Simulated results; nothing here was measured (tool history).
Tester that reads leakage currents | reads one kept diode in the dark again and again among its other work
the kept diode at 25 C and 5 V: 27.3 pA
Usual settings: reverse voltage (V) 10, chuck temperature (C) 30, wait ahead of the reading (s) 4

run,day,reverse voltage (V),chuck temperature (C),wait ahead of the reading (s),current that the tester gives (pA)
1,0,10,30,4,58.05
2,1.175,10,30,4,58.38
3,2.742,10,30,4,58.58
4,3.975,10,30,8.15,58.03
5,4.933,10,40,8.15,116.31
6,5.892,10,40,8.15,115.63
7,7.829,10,30,4,58.76
8,9.104,10,30,4,58.46
9,10.55,10,30,4,58.47
10,12.396,10,30,4,58.34
11,13.921,10,30,4,58.6
12,15.867,10,30,4,58.63
13,16.767,10,25,4,40.71
14,18.071,10,25,4,40.84
15,19.312,10,25,4,40.9
16,20.925,10,25,4,40.98
17,22.642,8.4,30,4,52.81
18,24.062,8.4,30,4,53.2
19,25.862,10,37,4,95.38
20,27.467,10,37,4,95.4
21,28.846,10,30,4,58.18
22,30.392,3.5,22,0.96,19
23,31.85,1.2,22,0.96,10.47
24,32.829,1.2,22,0.96,10.45
25,34.8,16.9,47,0.56,253.37
26,36.421,10,24,4.19,38
27,37.871,2.8,43,1.96,71.22
28,39.758,2.3,48,6.67,88.36

Run 29 comes next. What will it give?
29,41.438,2.3,21,0.99,?

{"run 29": {"current that the tester gives (pA)": 13.99}}
Without the tool's hidden state the same run would have given current that the tester gives (pA) 13.98.

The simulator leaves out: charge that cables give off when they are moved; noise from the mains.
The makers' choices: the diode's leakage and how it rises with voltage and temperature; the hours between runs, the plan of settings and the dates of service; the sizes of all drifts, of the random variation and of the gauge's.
